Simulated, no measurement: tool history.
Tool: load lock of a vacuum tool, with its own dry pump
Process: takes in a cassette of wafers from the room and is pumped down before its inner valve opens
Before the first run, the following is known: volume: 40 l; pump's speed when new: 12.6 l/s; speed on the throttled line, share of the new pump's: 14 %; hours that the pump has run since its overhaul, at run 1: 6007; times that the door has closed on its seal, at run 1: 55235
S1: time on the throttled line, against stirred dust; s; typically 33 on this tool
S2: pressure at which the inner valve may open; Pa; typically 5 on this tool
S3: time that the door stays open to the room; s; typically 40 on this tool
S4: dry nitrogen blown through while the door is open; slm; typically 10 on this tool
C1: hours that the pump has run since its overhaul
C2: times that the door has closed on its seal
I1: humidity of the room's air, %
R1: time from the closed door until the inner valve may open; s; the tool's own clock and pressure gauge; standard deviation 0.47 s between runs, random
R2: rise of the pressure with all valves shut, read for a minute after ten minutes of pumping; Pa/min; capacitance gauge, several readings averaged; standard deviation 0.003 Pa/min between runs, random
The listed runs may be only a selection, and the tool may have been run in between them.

run	hour	S1	S2	S3	S4	C1	C2	I1	R1	R2
1	0	33	5	40	10	6007	55235	46.3	62.2	0.554
2	135.6	33	5	40	10	6142	55755	44.1	62.1	0.546
3	237.2	33	5	40	29	6244	56145	43.6	62.7	0.547
4	380.6	33	5	36	29	6387	56695	44.9	63.1	0.55
5	557.4	33	5	36	29	6564	57373	42.9	63	0.56
6	706.1	33	5	36	29	6713	57943	46.9	63.3	0.571
7	828.8	33	5	36	29	6836	58413	47.3	63.6	0.579
8	984.7	33	5	40	10	6991	59011	44.2	62.4	0.609
9	1179.7	33	5	40	10	7186	59759	46.8	62.9	0.613
10	1291.2	33	5	40	10	7298	60186	44.2	63.3	0.629
11	1447.7	33	5	40	10	7454	60786	45.3	63.5	0.631
12	1564.3	33	5	40	11	7571	61233	45.4	62.6	0.639
# hour 1671.4: door's seal changed, seat wiped
13	1804.5	17	5	40	18	7810	511	45.2	50.1	0.03

Predict the results of run 14:
14	1930.2	33	5	84	7	7935	993	45.4	?	?

Run 14 produced R1 63.4 s, R2 0.058 Pa/min.
Without the tool's hidden state the same run would have given R1 60.3 s, R2 0.055 Pa/min.
